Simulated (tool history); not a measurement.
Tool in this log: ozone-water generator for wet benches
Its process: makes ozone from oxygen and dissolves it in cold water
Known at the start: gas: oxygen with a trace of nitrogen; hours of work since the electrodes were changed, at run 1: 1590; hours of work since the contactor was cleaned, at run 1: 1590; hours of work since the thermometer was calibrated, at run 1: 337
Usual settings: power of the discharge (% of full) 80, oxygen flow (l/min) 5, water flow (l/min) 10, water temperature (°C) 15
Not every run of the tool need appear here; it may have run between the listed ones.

run    hour  power of the discharge (% of full)  oxygen flow (l/min)  water flow (l/min)  water temperature (°C)  hours of work since the electrodes were changed  hours of work since the contactor was cleaned  hours of work since the thermometer was calibrated  dissolved ozone (ppm)  ozone in the gas ahead of the water (g/m3)
  1       0                                  80                    5                  10                      15                                             1590                                           1590                                                 337                   37.5                                       226.8
  2     124                                  80                    5                  10                      15                                             1702                                           1702                                                 450                   37.1                                       226.9
  3   230.9                                  80                    5                  10                      15                                             1799                                           1799                                                 547                   37.7                                       223.4
  4   377.8                                  80                    5                  10                      15                                             1933                                           1933                                                 681                   36.9                                       224.9
  5   566.2                                  80                    5                  10                      15                                             2104                                           2104                                                 852                   37.2                                       222.9
  6   673.3                                  80                    5                  10                      15                                             2202                                           2202                                                 949                   37.1                                       224.4
  7   808.4                                  40                    5                  10                      15                                             2324                                           2324                                                1072                     20                                       120.6
  8   923.9                                  40                    5                  10                      15                                             2429                                           2429                                                1177                     20                                       119.8
  9  1130.3                                  80                 3.33                  10                      15                                             2617                                           2617                                                1365                   39.3                                       285.4
 10  1330.4                                  80                 3.33                  10                      15                                             2799                                           2799                                                1547                     39                                       283.8
 11  1555.6                                  80                    5                  10                      15                                             3004                                           3004                                                1751                   37.4                                       223.8
 12  1788.2                                  80                    5                  10                      15                                             3215                                           3215                                                1963                   37.3                                       224.9
 13  2011.6                                  58                 3.31                  10                       8                                             3418                                           3418                                                2166                   32.3                                       214.1
 14  2190.2                                  82                 4.77                  10                      12                                             3580                                           3580                                                2328                   40.5                                       234.5
 15  2383.8                                  82                 4.77                  10                      12                                             3756                                           3756                                                2504                   40.6                                       237.1
     2430.9  -- water thermometer calibrated
 16    2552                                  82                 4.77                  10                      12                                             3909                                           3909                                                 110                   40.2                                       237.3
 17  2723.1                                  62                 3.03                  10                      15                                             4064                                           4064                                                 266                   31.3                                         241
 18  2853.7                                  80                 4.78                  11                      13                                             4183                                           4183                                                 384                   36.3                                       231.4
 19  3060.9                                  80                 4.78                  12                      13                                             4371                                           4371                                                 573                   34.1                                       230.9
     3185.5  -- contactor cleaned
 20  3267.3                                  80                 4.78                  12                      13                                             4555                                             74                                                 757                     34                                       231.8
 21  3456.9                                  60                 5.96                   6                      13                                             4728                                            247                                                 929                   38.4                                       157.7
 22  3662.4                                  41                 5.96                  12                      15                                             4914                                            433                                                1116                   17.5                                         109
 23  3883.8                                  80                 6.17                  10                      12                                             5116                                            635                                                1317                   38.3                                       199.2

Hidden condition of the tool, last listed run before each entry between runs versus first listed run after:
Between runs 15 and 16: water thermometer calibrated (hour 2430.9)
  both runs share identical hidden conditions
Between runs 19 and 20: contactor cleaned (hour 3185.5)
  contactor's efficiency, % of a clean one's: 99.9 -> 100

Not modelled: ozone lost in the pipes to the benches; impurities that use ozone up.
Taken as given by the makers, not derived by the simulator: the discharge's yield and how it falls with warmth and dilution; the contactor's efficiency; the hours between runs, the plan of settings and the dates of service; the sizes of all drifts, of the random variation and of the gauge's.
